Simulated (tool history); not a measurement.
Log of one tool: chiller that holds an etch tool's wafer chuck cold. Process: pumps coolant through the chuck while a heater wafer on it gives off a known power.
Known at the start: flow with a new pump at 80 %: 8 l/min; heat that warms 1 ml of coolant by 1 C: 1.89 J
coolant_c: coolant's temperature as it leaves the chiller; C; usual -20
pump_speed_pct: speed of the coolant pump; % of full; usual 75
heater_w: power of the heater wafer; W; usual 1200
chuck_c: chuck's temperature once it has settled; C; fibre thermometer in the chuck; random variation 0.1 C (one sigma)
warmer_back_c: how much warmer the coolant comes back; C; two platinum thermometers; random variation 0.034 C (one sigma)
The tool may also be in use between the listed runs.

run    hour  coolant_c  pump_speed_pct  heater_w  chuck_c  warmer_back_c
  1       0        -20              75      1200     -5.7           5.04
  2    60.3        -20              75      1200     -5.6           5.14
  3   139.7        -20              75      1200     -5.5           5.14
  4   218.3        -20              75      1200     -5.7            5.2
  5   284.3        -20              75      1407     -3.1            6.1
  6     348        -20              75      1407     -3.3           6.19
  7   402.9        -20              75      1407     -3.2           6.12
  8   470.7        -20              75      1407       -3           6.11
  9   529.8        -20              75      1407     -3.1           6.15
 10   614.7        -20              75       984     -8.1           4.43
 11   682.1        -20              75       984     -8.4           4.42
 12   737.6        -11              75      1200      3.5           5.35
 13   779.2        -11              75      1200      3.3           5.44
 14   843.1        -22              85       706    -14.3           2.99
 15   894.1        -22              85       706    -14.3           3.02
      952.5  -- gauge calibrated
 16   971.3        -27              99       706    -20.2           2.28
 17  1055.8        -27              78      1200    -13.1           4.93
 18  1135.6        -20              81      1200     -6.3           4.81
 19  1169.9        -20              74       635    -12.1           2.74
 20    1223        -20              74       635    -12.4           2.83
 21  1263.7        -20              74       635    -12.3           2.83

Forecast each of these 5 alternatives for the next run:
     1329.6  -- chiller's thermometer calibrated
  A  1331.5        -20              65      1200        ?              ?
     1329.6  -- chiller's thermometer calibrated
  B  1331.5        -20              74      1211        ?              ?
     1329.6  -- chiller's thermometer calibrated
  C  1331.5        -15              74       635        ?              ?
     1329.6  -- chiller's thermometer calibrated
  D  1331.5        -20              74      1738        ?              ?
     1329.6  -- chiller's thermometer calibrated
  E  1331.5        -20              78      1039        ?              ?

run  chuck_c  warmer_back_c
  A       -4           6.04
  B     -5.3           5.34
  C     -7.2           2.86
  D        1            7.6
  E     -7.9           4.37
Without the tool's hidden state the same runs would have given:
run  chuck_c  warmer_back_c
  A       -4           5.88
  B     -5.3           5.18
  C     -7.2           2.71
  D      0.9           7.44
  E     -7.9           4.21

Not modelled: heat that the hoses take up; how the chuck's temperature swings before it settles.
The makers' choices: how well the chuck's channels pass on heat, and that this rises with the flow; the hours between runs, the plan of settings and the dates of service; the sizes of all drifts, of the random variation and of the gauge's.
